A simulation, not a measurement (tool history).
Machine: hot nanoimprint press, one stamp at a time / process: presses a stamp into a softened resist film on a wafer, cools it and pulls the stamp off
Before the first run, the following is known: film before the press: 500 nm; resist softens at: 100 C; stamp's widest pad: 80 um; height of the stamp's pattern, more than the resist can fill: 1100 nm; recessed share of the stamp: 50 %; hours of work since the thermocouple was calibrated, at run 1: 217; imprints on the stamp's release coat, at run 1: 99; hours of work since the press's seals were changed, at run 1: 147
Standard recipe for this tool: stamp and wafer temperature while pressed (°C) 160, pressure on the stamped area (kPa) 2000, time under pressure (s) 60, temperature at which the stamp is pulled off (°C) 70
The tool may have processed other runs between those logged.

run,hour,stamp and wafer temperature while pressed (°C),pressure on the stamped area (kPa),time under pressure (s),temperature at which the stamp is pulled off (°C),hours of work since the thermocouple was calibrated,imprints on the stamp's release coat,hours of work since the press's seals were changed,resist left under the stamp's widest pad (Å),greatest force while the stamp is pulled off (N)
1,0,160,2000,60,70,217,99,147,1855,163
2,7.3,160,2000,60,70,222,137,153,1868,162
3,11.2,160,2000,60,70,225,158,155,1850,172
4,17,160,2000,60,70,229,188,160,1850,168
5,25.8,160,2000,60,70,235,234,166,1863,178
6,29.8,160,2000,60,70,238,254,169,1838,169
7,37.9,160,2000,60,70,244,296,175,1837,180
8,42.2,160,2000,60,70,247,319,178,1859,182
9,50,160,2000,60,70,253,359,183,1857,175
10,54,160,2000,60,70,255,380,186,1832,185
11,60.7,160,2000,60,70,260,415,191,1854,190
12,66.6,160,2000,60,70,265,445,195,1854,188
13,75.7,160,2000,60,70,271,493,202,1854,186
14,80.2,154,2000,60,70,274,516,205,2460,187
15,87.3,154,2000,60,70,280,553,210,2464,200
16,91.4,154,2000,60,70,282,574,213,2465,191
17,99.6,167,3000,60,70,288,617,219,1075,193
18,104.9,167,3000,60,70,292,644,223,1076,198
# hour 114: stamp cleaned and given a new release coat
19,115.9,172,2610,115,70,296,10,227,659,162
20,124.5,172,2720,50,70,302,54,233,977,170
21,130.2,172,2720,50,70,306,84,237,975,164
22,134.1,172,2770,109,73,309,104,240,669,150
# hour 137.8: plate thermocouple calibrated
23,143.4,160,2000,34,67,4,137,244,2259,178
24,152.7,160,2000,60,76,11,185,251,1781,138

Estimate the outcome of run 25 from the log above:
25,159.3,171,2940,60,76,15,220,256,?,?

{"run 25": {"resist left under the stamp's widest pad (Å)": 868, "greatest force while the stamp is pulled off (N)": 143}}
On a tool with no hidden condition, and with the same random variation, this run would have come out at resist left under the stamp's widest pad (Å) 934, greatest force while the stamp is pulled off (N) 139.
